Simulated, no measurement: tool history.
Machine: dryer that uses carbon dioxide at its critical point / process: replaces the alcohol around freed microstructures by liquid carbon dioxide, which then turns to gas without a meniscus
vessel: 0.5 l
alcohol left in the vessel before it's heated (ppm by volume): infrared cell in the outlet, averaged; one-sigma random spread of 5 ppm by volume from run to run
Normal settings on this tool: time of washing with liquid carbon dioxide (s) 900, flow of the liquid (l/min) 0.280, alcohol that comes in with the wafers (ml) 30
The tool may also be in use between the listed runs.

run,hour,time of washing with liquid carbon dioxide (s),flow of the liquid (l/min),alcohol that comes in with the wafers (ml),alcohol left in the vessel before it's heated (ppm by volume)
1,0.0,900,0.280,30,55
2,7.3,900,0.280,30,69
3,14.5,900,0.280,96,153
4,23.8,900,0.280,96,161
5,30.7,900,0.280,96,163
6,35.0,900,0.280,96,156
7,43.4,900,0.376,30,23
8,49.1,900,0.280,30,78
9,55.1,900,0.280,30,81
10,61.1,900,0.280,30,64
11,70.3,900,0.280,30,63
12,75.1,900,0.280,30,77
13,81.9,900,0.280,30,85
14,90.5,900,0.280,30,82
15,98.3,900,0.280,30,80
16,108.2,900,0.280,30,77
17,113.2,900,0.280,30,84
18,118.4,900,0.280,74,162
19,124.4,900,0.280,74,160
20,131.6,900,0.205,74,897
21,138.3,900,0.205,74,951
22,148.3,900,0.205,74,935
23,154.6,900,0.280,30,93
24,163.9,900,0.280,30,93
25,170.8,900,0.280,30,90
26,178.4,720,0.280,28,251
27,182.7,840,0.438,30,32
28,192.7,1080,0.180,30,342
29,203.0,900,0.194,29,553
30,209.4,1020,0.170,117,2248
31,218.7,1080,0.210,81,405
32,229.0,1080,0.258,21,65
33,236.2,1080,0.280,30,50
# hour 240.3: inlet filter changed
34,242.7,1200,0.444,38,42
35,247.7,720,0.253,119,1079
36,257.9,720,0.253,119,1111
37,265.0,1380,0.253,23,44
38,273.2,1380,0.213,23,53
39,283.0,1380,0.213,23,53
40,293.2,900,0.267,30,91
41,300.4,900,0.267,30,92
42,307.8,900,0.222,55,373
43,314.2,780,0.185,36,1121
44,324.4,720,0.279,36,249
45,331.0,1260,0.305,20,47
46,338.6,1260,0.305,20,43
47,345.2,960,0.305,20,59

4 options for the next run, each taken on its own from the tool as it stands now. Forecast them:
A,349.6,1140,0.305,27,?
B,349.6,540,0.262,24,?
C,349.6,900,0.271,30,?
D,349.6,900,0.280,41,?

run,alcohol left in the vessel before it's heated (ppm by volume)
A,49
B,856
C,98
D,107
Stripped of hidden state, with their random variation kept, the same runs would have yielded:
run,alcohol left in the vessel before it's heated (ppm by volume)
A,3
B,698
C,43
D,50
